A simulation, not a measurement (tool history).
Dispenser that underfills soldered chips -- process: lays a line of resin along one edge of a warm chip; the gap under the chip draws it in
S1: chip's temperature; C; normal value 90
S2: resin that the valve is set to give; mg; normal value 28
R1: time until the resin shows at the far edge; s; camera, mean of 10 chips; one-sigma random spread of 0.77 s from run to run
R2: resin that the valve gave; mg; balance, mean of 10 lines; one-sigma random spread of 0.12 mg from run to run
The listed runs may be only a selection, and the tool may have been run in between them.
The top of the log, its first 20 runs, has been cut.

run,hour,S1,S2,R1,R2
# hour 127.4: new syringe of resin
21,129.3,80,27.8,111.8,25.05
# hour 135.2: dispensing valve cleaned and set on the balance
22,135.8,99,27.8,59.7,27.93
23,140.3,99,27.8,70,27.75
# hour 141.9: new syringe of resin
24,146.8,84,29.4,99.6,29.12
25,152.2,102,30.3,59,30.14
# hour 155.4: new syringe of resin
26,157.3,78,32.2,112.3,31.84
27,162,76,33.5,147.7,33.31
# hour 169: new syringe of resin
28,171.4,83,34,91.8,33.27
29,181.1,83,34,124.5,33.23
# hour 182.8: new syringe of resin
30,186.6,77,26.5,126.5,25.77
31,193,98,26.3,70.8,25.45
# hour 196: new syringe of resin
32,202.6,77,31.7,134.5,30.61
# hour 209.2: new syringe of resin
33,209.2,90,29.3,66.2,28.07
34,215.5,93,30.2,71.4,29.02
# hour 222.9: new syringe of resin
35,223.4,85,31.3,81.9,30.08

Alternative continuations, all from the tool just after run 35; predict every row:
A,228.9,95,32.9,?,?
B,228.9,85,25.4,?,?
C,228.9,77,36.1,?,?
D,228.9,84,35.2,?,?

run,R1,R2
A,65.1,31.37
B,102.1,24.37
C,132.6,34.67
D,99.4,33.8
Stripped of hidden state, with their random variation kept, the same runs would have yielded:
run,R1,R2
A,56.6,32.77
B,88.4,25.46
C,116.4,36.22
D,87,35.31
